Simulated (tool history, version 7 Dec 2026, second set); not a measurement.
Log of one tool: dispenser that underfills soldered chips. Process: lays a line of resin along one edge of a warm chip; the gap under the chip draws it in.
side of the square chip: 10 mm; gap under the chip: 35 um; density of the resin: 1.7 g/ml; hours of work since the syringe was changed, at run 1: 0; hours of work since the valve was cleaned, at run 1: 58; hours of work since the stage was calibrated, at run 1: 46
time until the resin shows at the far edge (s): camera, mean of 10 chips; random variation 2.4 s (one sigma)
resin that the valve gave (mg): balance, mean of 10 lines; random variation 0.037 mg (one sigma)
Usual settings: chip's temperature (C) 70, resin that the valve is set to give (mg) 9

run,hour,chip's temperature (C),resin that the valve is set to give (mg),hours of work since the syringe was changed,hours of work since the valve was cleaned,hours of work since the stage was calibrated,time until the resin shows at the far edge (s),resin that the valve gave (mg)
1,0,70,9,0,58,46,236.6,8.56
2,9.1,70,9,7,65,53,297.1,8.56
# hour 10.4: new syringe of resin
3,19,68,9,7,72,60,303.2,8.41
# hour 19.9: new syringe of resin
4,25.4,68,11.37,4,77,65,292.7,10.66
# hour 29.4: new syringe of resin
5,36.3,68,11.37,5,85,73,299.6,10.5
# hour 39.2: new syringe of resin
6,48.2,70,7.68,7,94,82,309.1,7.05
# hour 49.5: new syringe of resin
7,54.7,70,7.68,4,99,87,286.4,7
# hour 59.3: new syringe of resin
8,65.8,70,7.68,5,107,95,286.5,6.92
# hour 69.3: dispensing valve cleaned and set on the balance
# hour 70.6: new syringe of resin
9,77.4,70,9,5,6,103,275.4,8.97
# hour 80.2: new syringe of resin
10,86.8,78,9,5,13,110,195.4,8.85
# hour 89.7: new syringe of resin
11,93.3,78,9,3,18,115,181.1,8.84
# hour 99.2: new syringe of resin
12,102.5,78,9,2,25,121,179.7,8.82
13,107.7,78,7.66,7,29,125,208.5,7.44
# hour 108.9: new syringe of resin
14,117.7,78,7.66,7,36,133,212.2,7.44
# hour 118.7: new syringe of resin
15,125.2,78,7.66,5,42,138,204.8,7.35
# hour 129.2: new syringe of resin
16,137.1,71,7.66,6,50,147,275.7,7.3
# hour 139.2: new syringe of resin
17,144.2,56,9,4,56,152,475.2,8.52
# hour 149.3: new syringe of resin
18,154,82,10.85,4,63,160,152.6,10.26
# hour 159.2: new syringe of resin
19,164.1,56,8.83,4,70,167,487.4,8.3
# hour 169.4: new syringe of resin
20,170,73,8.83,0,75,172,208,8.22
# hour 179.3: new syringe of resin
21,181.2,84,7.74,1,83,180,143.4,7.13
# hour 188.8: new syringe of resin
22,190.7,85,8.9,1,90,187,131,8.17
# hour 199.1: new syringe of resin
23,202.5,73,8.26,3,99,196,219.6,7.52
# hour 208.7: new syringe of resin
24,214.2,73,8.26,4,108,205,236.9,7.48
# hour 217.3: dispensing valve cleaned and set on the balance
# hour 219.3: new syringe of resin
25,222.9,67,9,3,4,210,280.2,8.93
# hour 228.9: new syringe of resin
26,230.4,67,9,1,10,216,264.5,8.89
27,236.1,73,9.47,6,14,220,238.6,9.27
# hour 239: new syringe of resin
28,245.4,73,9.47,5,21,227,226.4,9.27
# hour 249: new syringe of resin
29,254,79,11.09,4,27,233,168.1,10.79
# hour 258.8: new syringe of resin
30,266,79,11.09,5,36,242,178.4,10.7
# hour 268.6: new syringe of resin
31,271.8,74,11.05,2,40,247,202.2,10.68
# hour 278.3: new syringe of resin
32,281,74,11.05,2,47,254,200.8,10.61
# hour 287.9: new syringe of resin
33,293,74,9.78,4,56,262,213.6,9.29
# hour 297.8: new syringe of resin
34,298.3,77,9.06,0,60,266,167.6,8.53

The same runs without the tool's hidden state, with the same run-to-run variation:
The hidden state here: resin's viscosity, % of fresh resin's; dose that the valve gives, % of what is set; true chip temperature over the reading, C; drift of the gauge itself on fill_s, %; drift of the gauge itself on given_mg, %.
run,time until the resin shows at the far edge (s),resin that the valve gave (mg)
1,237.5,9.03
2,239.5,9.09
3,254.3,8.99
4,256.1,11.45
5,253.5,11.36
6,245.3,7.69
7,248.6,7.68
8,242.8,7.65
9,237.8,9.02
10,171.7,8.95
11,173.4,8.98
12,170.9,9.02
13,174.1,7.64
14,178.6,7.68
15,177.8,7.63
16,234.7,7.65
17,438.2,8.98
18,142.4,10.88
19,448.5,8.86
20,210.8,8.81
21,140.5,7.71
22,130,8.89
23,214.6,8.25
24,211.6,8.27
25,271.2,8.98
26,271,8.99
27,212.5,9.4
28,206.4,9.47
29,161,11.08
30,159.3,11.08
31,199.5,11.09
32,199.7,11.1
33,201.1,9.79
34,178.4,9.03
